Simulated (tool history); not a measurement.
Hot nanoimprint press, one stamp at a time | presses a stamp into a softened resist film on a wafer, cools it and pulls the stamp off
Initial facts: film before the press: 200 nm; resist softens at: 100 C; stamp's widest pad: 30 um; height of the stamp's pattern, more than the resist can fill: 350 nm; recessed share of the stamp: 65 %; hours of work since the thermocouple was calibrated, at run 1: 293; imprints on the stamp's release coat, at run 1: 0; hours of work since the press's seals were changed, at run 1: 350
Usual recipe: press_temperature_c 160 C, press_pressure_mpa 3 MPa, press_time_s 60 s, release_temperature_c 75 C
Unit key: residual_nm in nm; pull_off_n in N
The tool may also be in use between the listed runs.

run   hour  press_temperature_c  press_pressure_mpa  press_time_s  release_temperature_c  hours of work since the thermocouple was calibrated  imprints on the stamp's release coat  hours of work since the press's seals were changed  residual_nm  pull_off_n
  1      0                  160                   3            60                     75                                                  293                                     0                                                 350        112.4         167
  2   39.4                  160                   3            60                     73                                                  309                                   118                                                 366        112.6         176
      74.3  -- plate thermocouple calibrated
  3     81                  160                   3            60                     77                                                    3                                   235                                                 382        112.1         156
  4  104.5                  160                   3            60                     77                                                   12                                   306                                                 391        112.1         158
  5  136.1                  160                   3           108                     75                                                   25                                   401                                                 404         91.3         165
  6  167.3                  160                   3            74                     75                                                   38                                   495                                                 417        105.4         168
  7  189.3                  160                   3            74                     75                                                   47                                   561                                                 426        104.9         170
  8  223.7                  160                   3            60                     66                                                   61                                   665                                                 440          114         195
  9  245.1                  160                   3            60                     66                                                   69                                   730                                                 449        112.7         203
 10  267.6                  160                   3            60                     76                                                   79                                   798                                                 458        111.1         166
 11  300.4                  160                   3            60                     76                                                   92                                   896                                                 471        111.9         160
 12  332.9                  160                   3            60                     76                                                  105                                   994                                                 484        112.7         172
     350.8  -- stamp cleaned and given a new release coat
 13    381                  156                   3            57                     75                                                  122                                    92                                                 501          132         169
 14  418.3                  156                   3            57                     75                                                  137                                   204                                                 517        131.7         169
 15  447.7                  156                   3            57                     75                                                  149                                   293                                                 529        132.5         167
 16  489.2                  156                   3            57                     75                                                  166                                   417                                                 545        132.4         162
 17    529                  160                4.63            37                     75                                                  182                                   537                                                 562        108.2         170

Estimate the outcome of run 18 from the log above:
 18   549                  160                   3            50                     75                                                  191                                   598                                                 570            ?           ?

Logged for run 18: residual_nm 117.2 nm, pull_off_n 170 N.
Without the tool's hidden state the same run would have given residual_nm 117 nm, pull_off_n 168 N.

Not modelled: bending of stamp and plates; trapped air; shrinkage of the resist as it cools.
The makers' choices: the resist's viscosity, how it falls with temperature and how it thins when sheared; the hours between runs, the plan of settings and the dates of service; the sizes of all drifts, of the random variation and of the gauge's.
